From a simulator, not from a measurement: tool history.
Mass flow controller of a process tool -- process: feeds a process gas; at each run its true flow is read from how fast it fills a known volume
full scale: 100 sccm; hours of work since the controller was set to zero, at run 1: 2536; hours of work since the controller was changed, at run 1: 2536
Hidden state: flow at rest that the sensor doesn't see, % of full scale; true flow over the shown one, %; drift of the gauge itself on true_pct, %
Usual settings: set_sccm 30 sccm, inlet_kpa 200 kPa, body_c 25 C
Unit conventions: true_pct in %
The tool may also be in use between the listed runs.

run	hour	set_sccm	inlet_kpa	body_c	hours of work since the controller was set to zero	hours of work since the controller was changed	true_pct
1	0.0	30	200	25	2536	2536	99.09
2	152.3	24	200	25	2617	2617	98.85
3	240.6	24	200	25	2664	2664	98.95
4	367.4	24	200	25	2731	2731	98.92
5	531.5	30	200	32	2819	2819	98.21
6	630.2	30	200	25	2872	2872	98.96
7	769.9	30	173	25	2946	2946	98.82
8	894.2	30	173	25	3012	3012	98.79
9	998.8	30	173	25	3068	3068	98.79
10	1216.7	30	200	29	3184	3184	98.34
11	1380.4	30	210	21	3272	3272	99.01
12	1525.3	30	210	21	3349	3349	99.03
13	1638.8	20	152	20	3410	3410	99.07
14	1766.3	30	173	25	3477	3477	98.63
15	1907.6	30	173	25	3553	3553	98.60
16	2121.7	30	173	25	3667	3667	98.59
17	2326.1	30	173	25	3776	3776	98.40
18	2520.0	30	268	33	3879	3879	97.52
19	2693.5	37	200	25	3972	3972	98.54

Branching from run 19: 5 alternative next runs. What would each branch give?
A	2782.3	12	280	25	4019	4019	?
B	2782.3	86	191	21	4019	4019	?
C	2782.3	30	275	24	4019	4019	?
D	2782.3	37	201	21	4019	4019	?
E	2782.3	37	161	31	4019	4019	?

run	true_pct
A	97.92
B	99.38
C	98.14
D	98.82
E	98.08
Without the tool's hidden state the same runs would have given:
run	true_pct
A	98.59
B	100.10
C	98.84
D	99.53
E	98.78

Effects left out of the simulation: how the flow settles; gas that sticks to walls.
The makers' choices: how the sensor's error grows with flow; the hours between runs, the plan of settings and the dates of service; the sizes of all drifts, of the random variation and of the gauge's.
